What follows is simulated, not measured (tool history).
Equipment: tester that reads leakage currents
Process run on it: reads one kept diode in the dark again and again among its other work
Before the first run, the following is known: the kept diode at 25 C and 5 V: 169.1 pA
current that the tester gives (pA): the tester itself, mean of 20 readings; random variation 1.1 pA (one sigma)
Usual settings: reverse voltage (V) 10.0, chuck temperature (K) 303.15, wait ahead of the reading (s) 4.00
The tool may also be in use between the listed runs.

run	hour	reverse voltage (V)	chuck temperature (K)	wait ahead of the reading (s)	current that the tester gives (pA)
1	0.0	10.0	303.15	4.00	378.80
2	30.1	10.0	303.15	4.00	375.88
3	69.1	10.0	303.15	4.00	377.56
4	104.9	10.0	295.15	4.00	202.33
5	136.5	10.0	295.15	4.00	202.09
6	159.0	10.0	295.15	4.00	202.37
7	183.9	10.0	295.15	4.00	202.02
8	205.3	10.0	295.15	4.00	203.32
9	225.2	10.0	295.15	4.00	203.53
10	254.2	10.0	299.15	4.00	277.60
11	278.5	10.0	299.15	4.00	277.83
# hour 304.7: chuck's temperature calibrated
12	316.4	10.0	317.15	4.00	1039.38
13	346.1	10.0	317.15	4.00	1040.56
14	380.6	10.0	305.15	1.14	441.49
15	421.3	1.8	327.15	4.00	737.70
16	442.2	4.7	303.15	4.00	240.53
17	485.1	2.7	300.15	3.64	137.05
18	524.5	2.7	300.15	2.36	137.72
19	554.7	5.8	300.15	2.36	216.06
20	591.0	16.2	315.15	2.36	1209.42
21	631.8	10.0	303.15	3.31	375.18
22	664.3	10.0	317.15	4.00	1039.51
23	689.1	10.0	317.15	4.00	1038.01

3 options for the next run, each taken on its own from the tool as it stands now. Forecast them:
A	710.8	3.6	298.15	6.45	?
B	710.8	10.0	327.15	4.00	?
C	710.8	10.0	333.15	0.84	?

run	current that the tester gives (pA)
A	139.60
B	2045.43
C	2988.77
With the hidden condition removed and each run's random variation left untouched, the same runs would have given:
run	current that the tester gives (pA)
A	139.45
B	2043.82
C	2986.52

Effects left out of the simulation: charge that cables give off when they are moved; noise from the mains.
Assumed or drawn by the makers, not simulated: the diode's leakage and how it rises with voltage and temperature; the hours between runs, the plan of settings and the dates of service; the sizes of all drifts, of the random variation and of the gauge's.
